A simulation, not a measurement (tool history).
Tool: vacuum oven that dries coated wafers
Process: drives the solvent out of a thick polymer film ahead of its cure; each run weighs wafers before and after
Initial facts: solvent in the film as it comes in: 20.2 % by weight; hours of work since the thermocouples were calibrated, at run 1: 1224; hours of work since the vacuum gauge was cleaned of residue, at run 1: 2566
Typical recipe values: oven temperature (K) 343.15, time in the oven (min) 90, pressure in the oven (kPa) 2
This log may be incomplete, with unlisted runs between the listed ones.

run	hour	oven temperature (K)	time in the oven (min)	pressure in the oven (kPa)	hours of work since the thermocouples were calibrated	hours of work since the vacuum gauge was cleaned of residue	solvent left in the film (%)
1	0	343.15	90	2	1224	2566	3.31
2	112.9	343.15	90	2	1302	2644	3.3
# hour 178.5: oven's thermocouples calibrated
# hour 197: vacuum gauge cleaned of residue and calibrated
3	209.3	343.15	90	2	20	9	3.22
4	324.6	354.15	90	2	100	88	1.2
5	417.5	354.15	90	4.69	164	152	2.77
6	478.2	354.15	90	4.69	206	194	2.78
7	565.8	335.15	90	2	267	255	7.19
8	634.4	335.15	90	2	314	302	7.09
9	691.3	335.15	90	2	353	342	7.13
10	773.8	335.15	90	6.4	410	399	11.38
11	891.1	335.15	90	6.4	492	480	11.4
12	984.5	343.15	85	2	556	544	3.42
13	1097.9	343.15	90	2	635	623	3.28
14	1176.6	343.15	90	2	689	677	3.21
15	1285.9	343.15	90	2	765	753	3.33
16	1364.6	343.15	90	2	819	807	3.35
17	1416.4	343.15	90	2	855	843	3.29
18	1487.3	343.15	90	2	904	892	3.37
19	1597.5	343.15	90	1.22	980	968	2.67
20	1707	343.15	90	2	1056	1044	3.2
21	1770.4	354.15	90	2	1099	1088	1.31
22	1883.1	354.15	90	2	1177	1166	1.27
23	1934.5	343.15	90	2	1213	1201	3.16
24	2024.4	354.15	90	4.21	1275	1263	2.52
25	2110.7	343.15	106	2	1335	1323	2.89
# hour 2122.4: oven's thermocouples calibrated
26	2226.6	343.15	106	2	72	1402	2.79
27	2324	343.15	106	2	139	1469	2.94
28	2378.7	343.15	106	2	177	1507	2.72
29	2436.2	343.15	106	2	217	1547	2.89
30	2505.4	343.15	90	2.73	265	1594	3.88
31	2567.1	346.15	123	3.22	307	1637	2.92
32	2669	339.15	123	3.22	378	1707	5
33	2741.6	339.15	123	3.22	428	1758	5.12
34	2817.2	334.15	104	2	480	1810	6.68
35	2891.3	334.15	104	2	532	1861	7
36	2957.1	334.15	104	2	577	1907	6.83
37	3050.8	333.15	90	2	642	1971	8.27
38	3169.9	333.15	90	2	724	2054	8.25
39	3252.9	333.15	90	2	782	2111	8.17
40	3359.5	333.15	90	2	855	2185	8.16
41	3425	348.15	83	3.03	900	2230	2.9
42	3517.6	332.15	55	2	965	2294	11.33
43	3572.8	343.15	64	1.43	1003	2332	4.12
44	3651.2	343.15	64	1.43	1057	2386	4.28
45	3771.5	355.15	127	5.4	1140	2470	3.09
46	3820.3	355.15	127	5.4	1174	2503	3.08

Across each entry between runs, compare the hidden state at the last listed run before it with the hidden state at the first listed run after it:
Runs 2 to 3: oven's thermocouples calibrated (hour 178.5); vacuum gauge cleaned of residue and calibrated (hour 197)
  true wafer temperature over the reading, C: 0.12 -> 0.02; true pressure over the reading, kPa: 0.048 -> 0
Runs 25 to 26: oven's thermocouples calibrated (hour 2122.4)
  true wafer temperature over the reading, C: 0.12 -> 0; true pressure over the reading, kPa: 0.025 -> 0.027
